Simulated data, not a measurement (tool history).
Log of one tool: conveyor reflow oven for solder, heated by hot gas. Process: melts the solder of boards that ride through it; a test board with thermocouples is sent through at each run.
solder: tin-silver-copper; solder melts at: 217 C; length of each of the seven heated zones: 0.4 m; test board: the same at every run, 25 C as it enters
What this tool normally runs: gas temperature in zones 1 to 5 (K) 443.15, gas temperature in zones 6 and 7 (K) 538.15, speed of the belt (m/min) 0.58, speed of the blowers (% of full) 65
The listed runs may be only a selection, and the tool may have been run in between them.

run,hour,gas temperature in zones 1 to 5 (K),gas temperature in zones 6 and 7 (K),speed of the belt (m/min),speed of the blowers (% of full),highest temperature of the board (K),time above the solder's melting point (s)
1,0,443.15,538.15,0.58,65,521.65,57.6
2,85,443.15,538.15,0.58,65,522.05,57.7
3,123.3,443.15,538.15,0.677,65,516.65,43.7
4,166.1,443.15,538.15,0.677,65,516.75,43.4
5,241,443.15,538.15,0.58,65,522.05,57.4
6,291.1,443.15,538.15,0.58,57,519.55,54.5
# hour 369.9: thermocouples of zones 6 and 7 changed
7,381.8,443.15,538.15,0.58,57,519.75,55
8,455.3,443.15,538.15,0.58,57,519.45,54.6
9,547.8,443.15,538.15,0.58,61,520.75,56.4
10,601.5,443.15,538.15,0.58,61,520.85,56.1
# hour 614.5: flux residue cleaned out of gas plates and filters
11,669.1,443.15,538.15,0.58,61,521.45,56.4
12,716.9,443.15,538.15,0.58,65,522.35,57.2
13,776.3,443.15,533.15,0.58,74,519.65,56.4
14,859.4,449.15,543.15,0.604,75,528.45,62.9
15,946.7,443.15,538.15,0.654,65,518.25,46.7
16,993.9,443.15,541.15,0.561,74,527.55,65.2
17,1071,455.15,543.15,0.538,67,530.95,74.5
# hour 1086.2: belt drive overhauled, speed set with a stopwatch
18,1134.7,455.15,543.15,0.538,67,530.95,74.7
19,1216,455.15,543.15,0.538,67,530.65,75.1
20,1293.6,435.15,538.15,0.538,67,523.45,61
# hour 1335.5: flux residue cleaned out of gas plates and filters
21,1388.4,435.15,538.15,0.538,67,523.65,61.1

Here are 3 independent what-if runs from the current tool condition. What would each one return?
A,1451.3,435.15,538.15,0.538,69,?,?
B,1451.3,451.15,538.15,0.538,51,?,?
C,1451.3,443.15,537.15,0.58,69,?,?

run,highest temperature of the board (K),time above the solder's melting point (s)
A,523.45,61.9
B,522.15,65.3
C,521.85,57.9
Without the tool's hidden state the same runs would have given:
run,highest temperature of the board (K),time above the solder's melting point (s)
A,523.55,61.9
B,522.15,65.3
C,521.85,57.9

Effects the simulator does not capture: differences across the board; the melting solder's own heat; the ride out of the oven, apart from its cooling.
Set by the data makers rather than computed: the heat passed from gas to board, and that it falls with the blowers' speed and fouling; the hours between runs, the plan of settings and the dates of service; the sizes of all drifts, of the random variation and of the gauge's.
